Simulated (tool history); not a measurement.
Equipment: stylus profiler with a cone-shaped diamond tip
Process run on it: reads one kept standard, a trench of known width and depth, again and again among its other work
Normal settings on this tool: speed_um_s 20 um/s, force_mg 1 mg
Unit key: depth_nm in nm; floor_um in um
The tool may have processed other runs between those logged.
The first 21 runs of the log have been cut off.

run,hour,speed_um_s,force_mg,depth_nm,floor_um
22,2046,43,0.57,200.33,96.13
23,2133.8,32,2.58,201.51,96.33
24,2194.9,9,0.47,200.1,96.34
# hour 2275.3: new tip fitted, height scale calibrated
25,2312.4,9,0.47,200.71,97.16
26,2365.2,33,1.03,201.07,96.94
27,2460.1,33,1.03,201,96.94
28,2538.7,13,1.82,201.3,97.03
29,2646.4,9,0.97,200.98,96.91
30,2735,28,1.27,201,96.89
31,2787.1,57,0.88,200.84,96.55
32,2846.7,28,1.21,200.98,96.8

Run 33 comes next. What will it give?
33,2969.8,50,2.63,?,?

depth_nm: 201.71 nm
floor_um: 96.64 um
With no hidden state in the tool, this same run would have given depth_nm 202 nm, floor_um 96.96 um.
